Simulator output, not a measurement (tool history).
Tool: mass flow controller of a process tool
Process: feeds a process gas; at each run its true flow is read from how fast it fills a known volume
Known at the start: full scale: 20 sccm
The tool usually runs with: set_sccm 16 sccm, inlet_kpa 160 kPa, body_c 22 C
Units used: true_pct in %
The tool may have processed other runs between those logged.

run,hour,set_sccm,inlet_kpa,body_c,true_pct
1,0,16,160,22,99.44
2,90.9,16,160,39,101.13
3,151.8,16,198,22,99.59
4,193.6,16,198,22,99.47
5,279.3,16,198,22,99.5
6,344.4,16,198,22,99.49
7,431.6,16,198,22,99.57
8,491.4,16,160,22,99.31
9,583.2,5,160,22,98.87
10,648.4,16,160,27,99.84
11,717.7,16,160,27,99.81
12,767.3,16,150,22,99.13
13,849.5,16,150,22,99.12
14,905,17,156,35,100.68
15,953.7,17,156,35,100.67

Expected results for the next run?
16,994.5,9,265,20,?

Run 16 yielded true_pct 99.41 %.
With the hidden condition absent and the run-to-run variation left alone, this run would have shown true_pct 99.1 %.
